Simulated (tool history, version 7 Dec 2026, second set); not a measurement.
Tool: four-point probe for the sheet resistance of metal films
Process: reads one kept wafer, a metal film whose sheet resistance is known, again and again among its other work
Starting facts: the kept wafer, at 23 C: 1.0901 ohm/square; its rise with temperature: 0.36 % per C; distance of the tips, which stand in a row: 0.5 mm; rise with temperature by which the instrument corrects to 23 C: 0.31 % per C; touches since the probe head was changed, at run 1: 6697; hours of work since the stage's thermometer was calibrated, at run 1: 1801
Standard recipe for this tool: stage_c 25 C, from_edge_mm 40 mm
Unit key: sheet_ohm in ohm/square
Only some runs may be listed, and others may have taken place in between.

| run | day | stage_c | from_edge_mm | touches since the probe head was changed | hours of work since the stage's thermometer was calibrated | sheet_ohm |
|---|---|---|---|---|---|---|
| 1 | 0.000 | 25 | 40 | 6697 | 1801 | 1.090640 |
| 2 | 0.342 | 25 | 40 | 6785 | 1805 | 1.090503 |
| 3 | 0.667 | 25 | 40 | 6869 | 1809 | 1.090546 |
| 4 | 1.088 | 25 | 40 | 6977 | 1814 | 1.089950 |
| 5 | 1.479 | 25 | 40 | 7078 | 1818 | 1.090092 |
| 6 | 2.100 | 25 | 3 | 7239 | 1825 | 1.106394 |
| 7 | 2.412 | 25 | 3 | 7320 | 1829 | 1.106505 |
| 8 | 2.833 | 25 | 3 | 7428 | 1834 | 1.106358 |
| 9 | 3.529 | 24 | 19 | 7608 | 1842 | 1.090363 |
| 10 | 3.933 | 24 | 19 | 7713 | 1846 | 1.089935 |
| 11 | 4.400 | 24 | 19 | 7833 | 1851 | 1.090085 |
| 12 | 5.058 | 21 | 19 | 8003 | 1859 | 1.088415 |

Run 13 has not been measured yet. What should we expect?
| 13 | 5.758 | 21 | 19 | 8184 | 1867 | ? |

Run 13 measured sheet_ohm 1.088771 ohm/square.
Had the tool carried no hidden state, the very same run would have given sheet_ohm 1.089720 ohm/square.

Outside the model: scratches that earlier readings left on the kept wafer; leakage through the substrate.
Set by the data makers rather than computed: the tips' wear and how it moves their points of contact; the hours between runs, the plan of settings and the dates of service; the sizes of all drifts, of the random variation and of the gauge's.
